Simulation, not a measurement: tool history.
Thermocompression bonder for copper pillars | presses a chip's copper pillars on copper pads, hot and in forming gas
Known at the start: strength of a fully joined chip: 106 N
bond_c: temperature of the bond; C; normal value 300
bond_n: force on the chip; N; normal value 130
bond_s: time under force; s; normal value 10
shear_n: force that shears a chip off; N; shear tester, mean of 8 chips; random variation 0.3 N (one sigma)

Run 1, hour 0: usual settings. Result: shear_n 39.8 N.
Run 2, hour 57: usual settings. Result: shear_n 39.6 N.
Run 3, hour 105.5: usual settings but bond_s 30 s. Result: shear_n 64.7 N.
Run 4, hour 136.4: usual settings but bond_s 6 s. Result: shear_n 36.1 N.
Run 5, hour 186.9: usual settings. Result: shear_n 43.4 N.
Run 6, hour 213.8: usual settings. Result: shear_n 44 N.
Run 7, hour 270.1: usual settings. Result: shear_n 43.5 N.
Run 8, hour 325.9: usual settings. Result: shear_n 44.4 N.
Run 9, hour 381: usual settings. Result: shear_n 43.8 N.
Run 10, hour 437.7: usual settings. Result: shear_n 43.8 N.
Run 11, hour 488.8: usual settings but bond_n 98 N. Result: shear_n 33.3 N.
Run 12, hour 529.3: usual settings. Result: shear_n 43.3 N.
Run 13, hour 556.6: usual settings. Result: shear_n 43 N.
Run 14, hour 588.7: usual settings. Result: shear_n 43.4 N.
Run 15, hour 629.3: usual settings but bond_s 24 s. Result: shear_n 57.6 N.
Run 16, hour 685.3: usual settings but bond_s 24 s. Result: shear_n 57.3 N.
Run 17, hour 728.8: usual settings. Result: shear_n 43.1 N.
Run 18, hour 771.4: usual settings. Result: shear_n 42.8 N.
Run 19, hour 823.4: usual settings. Result: shear_n 42.2 N.
Run 20, hour 878.1: usual settings but bond_s 22 s. Result: shear_n 54.3 N.
Run 21, hour 927.3: usual settings but bond_s 22 s. Result: shear_n 54.8 N.
Run 22, hour 975.1: usual settings but bond_s 22 s. Result: shear_n 54.5 N.
Run 23, hour 1000: usual settings but bond_s 22 s. Result: shear_n 61.3 N.
Run 24, hour 1037.1: usual settings but bond_n 177 N, bond_s 6 s. Result: shear_n 50.9 N.
Run 25, hour 1077.7: usual settings but bond_n 177 N, bond_s 6 s. Result: shear_n 50.8 N.
Run 26, hour 1105.9: usual settings but bond_n 177 N, bond_s 6 s. Result: shear_n 50.6 N.
Run 27, hour 1148.8: usual settings but bond_c 306 C, bond_n 148 N, bond_s 13 s. Result: shear_n 60.6 N.
Run 28, hour 1194.8: usual settings but bond_c 310 C. Result: shear_n 52.5 N.
Run 29, hour 1239.3: usual settings but bond_c 286 C. Result: shear_n 31.9 N.
Run 30, hour 1287.7: usual settings but bond_c 305 C, bond_n 154 N, bond_s 5 s. Result: shear_n 37.3 N.
Run 31, hour 1336.1: usual settings but bond_c 305 C, bond_n 154 N, bond_s 5 s. Result: shear_n 37.3 N.
Run 32, hour 1360.7: usual settings but bond_c 305 C, bond_n 154 N, bond_s 5 s. Result: shear_n 36.8 N.
Run 33, hour 1404.6: usual settings but bond_c 310 C, bond_n 154 N, bond_s 5 s. Result: shear_n 39.3 N.
Run 34, hour 1447.2: usual settings but bond_c 276 C, bond_s 12 s. Result: shear_n 29.1 N.
Run 35, hour 1500.5: usual settings but bond_c 273 C, bond_s 6 s. Result: shear_n 20.5 N.
Run 36, hour 1549.9: usual settings but bond_c 322 C, bond_n 114 N, bond_s 24 s. Result: shear_n 59.5 N.
Run 37, hour 1602.9: usual settings but bond_c 280 C, bond_n 114 N, bond_s 24 s. Result: shear_n 35.9 N.
Run 38, hour 1628.1: usual settings but bond_c 280 C, bond_n 114 N, bond_s 24 s. Result: shear_n 36.1 N.
Run 39, hour 1652.8: usual settings but bond_c 280 C, bond_n 114 N, bond_s 9 s. Result: shear_n 24.2 N.

Not shown here: 3 entries made in the log between runs. Locate each between two listed runs and compare the hidden state at the listed run before it with the hidden state at the listed run after it:
In the gap between runs 2 and 3: forming gas filter changed (hour 99.1)
  true temperature of the bond over the reading, C: 4.2 -> 4.6; force that reaches the chip, % of what is set: 98.2 -> 98.1; oxide that the forming gas leaves, % of the face: 11.63 -> 0.79
  measured less the result without the state, shear_n: -3.3 -> +1.9 N
In the gap between runs 22 and 23: forming gas filter changed (hour 988.6)
  true temperature of the bond over the reading, C: 10.8 -> 11; oxide that the forming gas leaves, % of the face: 12.12 -> 0.85
  measured less the result without the state, shear_n: -2 -> +5.1 N
In the gap between runs 28 and 29: heater calibrated with a thermocouple chip (hour 1208.9)
  true temperature of the bond over the reading, C: 12.4 -> -1; force that reaches the chip, % of what is set: 95.8 -> 95.7; oxide that the forming gas leaves, % of the face: 3.5 -> 4.04
  measured less the result without the state, shear_n: +3.7 -> -3.2 N
